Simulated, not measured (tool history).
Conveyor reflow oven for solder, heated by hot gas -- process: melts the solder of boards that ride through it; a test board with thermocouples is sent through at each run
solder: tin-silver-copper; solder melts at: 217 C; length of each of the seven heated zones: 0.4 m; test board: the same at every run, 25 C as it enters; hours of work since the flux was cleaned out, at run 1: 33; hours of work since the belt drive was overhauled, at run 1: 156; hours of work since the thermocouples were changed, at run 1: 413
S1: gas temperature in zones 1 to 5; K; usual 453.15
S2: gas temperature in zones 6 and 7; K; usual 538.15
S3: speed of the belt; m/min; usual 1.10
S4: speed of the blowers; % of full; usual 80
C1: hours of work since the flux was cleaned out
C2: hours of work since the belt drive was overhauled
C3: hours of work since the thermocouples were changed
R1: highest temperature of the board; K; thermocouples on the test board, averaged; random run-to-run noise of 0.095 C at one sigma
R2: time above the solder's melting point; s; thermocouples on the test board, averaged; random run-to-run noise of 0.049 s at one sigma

run	hour	S1	S2	S3	S4	C1	C2	C3	R1	R2
1	0.0	453.15	538.15	1.10	80	33	156	413	519.05	30.40
2	15.0	453.15	538.15	1.10	51	40	164	421	511.82	24.82
3	44.4	453.15	538.15	1.10	51	55	179	436	511.75	24.78
4	71.0	453.15	538.15	1.10	80	68	192	449	518.82	30.22
5	97.8	453.15	538.15	1.10	80	82	206	463	518.66	30.27
6	116.1	451.15	538.15	1.10	80	91	215	472	518.12	29.50
7	137.2	451.15	538.15	1.10	80	102	225	482	518.16	29.66
8	157.0	453.15	538.15	1.10	80	112	235	492	518.62	30.20
9	169.5	453.15	538.15	1.10	80	118	242	499	518.42	30.27
10	187.5	453.15	538.15	1.10	80	127	251	508	518.35	30.13
11	214.4	453.15	538.15	1.10	80	140	264	521	518.38	30.15
12	233.8	453.15	538.15	1.10	80	150	274	531	518.36	30.07
13	246.5	453.15	538.15	1.10	80	157	281	537	518.33	30.04
14	270.9	453.15	538.15	1.10	80	169	293	550	518.18	30.03
15	286.0	453.15	531.15	1.13	85	177	300	557	512.51	26.11

Forecast run 16:
16	303.0	468.15	531.15	1.13	85	185	309	566	?	?

Logged for run 16: R1 515.87 K, R2 32.27 s.
Take away the tool's hidden state, keep the run-to-run variation as it was, and the same run would have given R1 517.34 K, R2 32.98 s.
